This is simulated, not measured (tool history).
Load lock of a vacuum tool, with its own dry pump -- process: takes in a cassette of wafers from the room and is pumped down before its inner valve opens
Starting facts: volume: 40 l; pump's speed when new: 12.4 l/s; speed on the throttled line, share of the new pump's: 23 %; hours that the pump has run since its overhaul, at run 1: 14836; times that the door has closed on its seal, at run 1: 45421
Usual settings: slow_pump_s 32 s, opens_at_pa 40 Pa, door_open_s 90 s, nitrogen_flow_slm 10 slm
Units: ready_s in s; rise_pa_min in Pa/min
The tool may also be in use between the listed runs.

run    hour  slow_pump_s  opens_at_pa  door_open_s  nitrogen_flow_slm  hours that the pump has run since its overhaul  times that the door has closed on its seal  incoming humidity of the room's air, %  ready_s  rise_pa_min
  1     0.0           32           40           90                 10                                           14836                                       45421                                    42.4     52.7        0.281
  2   436.6           32           40           33                 10                                           15273                                       46936                                    45.0     52.9        0.286
  3   637.2           32           40           33                 10                                           15474                                       47633                                    46.8     52.8        0.292
  4   876.4           32           40           33                 10                                           15713                                       48463                                    43.7     52.7        0.294
  5  1275.4           32           40           90                 10                                           16112                                       49849                                    46.2     53.2        0.311
  6  1688.5           32           40           90                 10                                           16525                                       51283                                    46.7     54.0        0.332
  7  2107.4           32           40           90                 10                                           16944                                       52737                                    44.7     52.8        0.346
  8  2326.6           32           40           90                 10                                           17163                                       53498                                    44.3     53.5        0.351
  9  2572.5           32           74           90                 10                                           17409                                       54352                                    46.6     51.3        0.365
 10  2928.1           35           66           47                 10                                           17765                                       55587                                    43.8     53.8        0.369
 11  3143.1           32           40           90                 13                                           17980                                       56333                                    45.7     52.6        0.375
 12  3410.8           18           40           90                 10                                           18247                                       57263                                    47.4     43.5        0.398
 13  3668.2           32           51           90                 14                                           18505                                       58156                                    43.4     52.8        0.391
 14  3932.2           25           64           90                 14                                           18769                                       59073                                    44.9     46.6        0.397
 15  4355.3           26           40           90                  5                                           19192                                       60542                                    47.9     50.0        0.434
 16  4669.1           32           40          121                  7                                           19506                                       61631                                    47.0     54.3        0.431
 17  5076.2           32           29          121                 24                                           19913                                       63045                                    43.7     55.6        0.440
 18  5405.0           32           29          121                 24                                           20241                                       64186                                    41.1     54.5        0.448

4 options for the next run, each taken on its own from the tool as it stands now. Forecast them:
  A  5808.9           32           40           90                 34                                           20645                                       65588                                    42.6        ?            ?
  B  5808.9           40           69           90                 19                                           20645                                       65588                                    46.1        ?            ?
  C  5808.9           32           49           90                  6                                           20645                                       65588                                    44.8        ?            ?
  D  5808.9           41           47           50                 10                                           20645                                       65588                                    45.8        ?            ?

run  ready_s  rise_pa_min
  A     54.5        0.462
  B     57.8        0.471
  C     53.3        0.473
  D     60.2        0.469
Take away the tool's hidden state, keep each run's random variation, and the runs would have read:
run  ready_s  rise_pa_min
  A     50.3        0.013
  B     54.4        0.018
  C     49.3        0.029
  D     56.6        0.017
